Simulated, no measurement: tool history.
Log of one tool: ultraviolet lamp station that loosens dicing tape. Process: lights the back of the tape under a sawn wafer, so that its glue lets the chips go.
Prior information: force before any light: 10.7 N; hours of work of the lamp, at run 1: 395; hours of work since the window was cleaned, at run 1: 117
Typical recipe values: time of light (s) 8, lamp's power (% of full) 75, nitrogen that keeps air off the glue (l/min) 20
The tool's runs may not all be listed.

run	hour	time of light (s)	lamp's power (% of full)	nitrogen that keeps air off the glue (l/min)	hours of work of the lamp	hours of work since the window was cleaned	force that peels the tape off (N)	light that reached the tape (mJ/cm²)
1	0	8	75	20	395	117	1.362	241
2	8.1	8	75	20	402	124	1.398	240
3	16.7	8	75	20	408	130	1.389	240
4	27.4	8	75	32	417	139	0.971	237
5	33.3	8	75	32	422	144	0.964	240
6	45	8	75	20	431	153	1.424	242
7	51	8	75	20	436	158	1.396	237
8	56.8	8	75	20	440	162	1.385	238
9	62.6	8	75	20	445	167	1.417	235
10	71.4	8	75	20	452	174	1.48	236
11	84.2	8	75	21	462	184	1.416	234
12	93.7	5	75	18	470	192	3.137	148
13	105.9	13	99	10	480	201	0.519	498
14	113.9	13	99	10	486	208	0.507	505
15	124.4	13	92	12	494	216	0.507	468
16	136.1	4	73	20	504	226	4.123	113
17	145	7	71	20	511	233	2.093	192
18	156.2	7	71	20	520	242	2.088	191
19	161.8	16	67	10	524	246	0.856	410
20	172.8	4	75	32	533	255	3.429	116
21	179	9	69	6	538	260	3.182	235

Selected run-to-run steps in force that peels the tape off (N), each split into two signed amounts: the part the tool would show with no hidden state at all (from settings, incoming material and random variation), and the remainder, which goes to the hidden state together with any gauge scatter not common to the measured and the hidden-state-free results:
Hidden conditions of the tool in this case: lamp's light, % of a new lamp's; light that the window lets through, % of a clean one's; drift of the gauge itself on peel_n, %; drift of the gauge itself on dose_mj_cm2, %.
Run 12 -> 13: time of light (s) 5 -> 13, lamp's power (% of full) 75 -> 99, nitrogen that keeps air off the glue (l/min) 18 -> 10. force that peels the tape off (N) -2.618: hidden state -0.331, all else -2.287.
Run 15 -> 16: time of light (s) 13 -> 4, lamp's power (% of full) 92 -> 73, nitrogen that keeps air off the glue (l/min) 12 -> 20. force that peels the tape off (N) +3.616: hidden state +0.424, all else +3.192.
Run 19 -> 20: time of light (s) 16 -> 4, lamp's power (% of full) 67 -> 75, nitrogen that keeps air off the glue (l/min) 10 -> 32. force that peels the tape off (N) +2.573: hidden state +0.351, all else +2.222.
